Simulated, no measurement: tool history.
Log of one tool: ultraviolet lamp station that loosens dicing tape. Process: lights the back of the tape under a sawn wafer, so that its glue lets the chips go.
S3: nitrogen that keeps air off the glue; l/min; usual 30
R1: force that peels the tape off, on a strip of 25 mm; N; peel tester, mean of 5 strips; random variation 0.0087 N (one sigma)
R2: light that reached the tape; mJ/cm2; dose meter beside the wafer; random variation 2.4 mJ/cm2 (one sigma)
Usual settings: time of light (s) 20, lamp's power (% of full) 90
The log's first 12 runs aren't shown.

run 13 day=5.392 | time_of_light_(s)=18 lamp's_power_(%_of_full)=90 S3=30 | R1=0.523 R2=224
run 14 day=6.008 | time_of_light_(s)=20 lamp's_power_(%_of_full)=90 S3=10 | R1=1.054 R2=250
run 15 day=6.542 | time_of_light_(s)=20 lamp's_power_(%_of_full)=90 S3=10 | R1=1.087 R2=248
run 16 day=7.258 | time_of_light_(s)=20 lamp's_power_(%_of_full)=90 S3=10 | R1=1.087 R2=243
run 17 day=7.9 | time_of_light_(s)=20 lamp's_power_(%_of_full)=91 S3=30 | R1=0.425 R2=242
run 18 day=8.504 | time_of_light_(s)=20 lamp's_power_(%_of_full)=90 S3=30 | R1=0.431 R2=240
run 19 day=9.092 | time_of_light_(s)=20 lamp's_power_(%_of_full)=90 S3=30 | R1=0.423 R2=240
run 20 day=9.642 | time_of_light_(s)=20 lamp's_power_(%_of_full)=65 S3=30 | R1=0.887 R2=172
run 21 day=10.221 | time_of_light_(s)=20 lamp's_power_(%_of_full)=65 S3=30 | R1=0.883 R2=170
run 22 day=10.917 | time_of_light_(s)=20 lamp's_power_(%_of_full)=65 S3=30 | R1=0.933 R2=168
run 23 day=11.417 | time_of_light_(s)=20 lamp's_power_(%_of_full)=90 S3=26 | R1=0.527 R2=236
run 24 day=12.15 | time_of_light_(s)=20 lamp's_power_(%_of_full)=85 S3=30 | R1=0.522 R2=222
run 25 day=12.471 | time_of_light_(s)=14 lamp's_power_(%_of_full)=70 S3=38 | R1=1.358 R2=129
run 26 day=12.792 | time_of_light_(s)=14 lamp's_power_(%_of_full)=70 S3=38 | R1=1.37 R2=127
-- day=12.846 window cleaned of glue's vapour
run 27 day=13.479 | time_of_light_(s)=27 lamp's_power_(%_of_full)=67 S3=14 | R1=1.04 R2=221
run 28 day=14.096 | time_of_light_(s)=20 lamp's_power_(%_of_full)=64 S3=11 | R1=2.184 R2=160
run 29 day=14.808 | time_of_light_(s)=20 lamp's_power_(%_of_full)=64 S3=11 | R1=2.259 R2=157
-- day=15.258 window cleaned of glue's vapour, once more
run 30 day=15.421 | time_of_light_(s)=32 lamp's_power_(%_of_full)=60 S3=17 | R1=0.567 R2=268
run 31 day=15.912 | time_of_light_(s)=23 lamp's_power_(%_of_full)=77 S3=21 | R1=0.568 R2=254
run 32 day=16.346 | time_of_light_(s)=12 lamp's_power_(%_of_full)=90 S3=44 | R1=0.912 R2=147

The next listed run, before its measurement:
run 33 day=16.721 | time_of_light_(s)=25 lamp's_power_(%_of_full)=90 S3=20 | R1=? R2=?

Run 33 gave R1 0.351 N, R2 309 mJ/cm2.
Without the tool's hidden state the same run would have given R1 0.308 N, R2 332 mJ/cm2.

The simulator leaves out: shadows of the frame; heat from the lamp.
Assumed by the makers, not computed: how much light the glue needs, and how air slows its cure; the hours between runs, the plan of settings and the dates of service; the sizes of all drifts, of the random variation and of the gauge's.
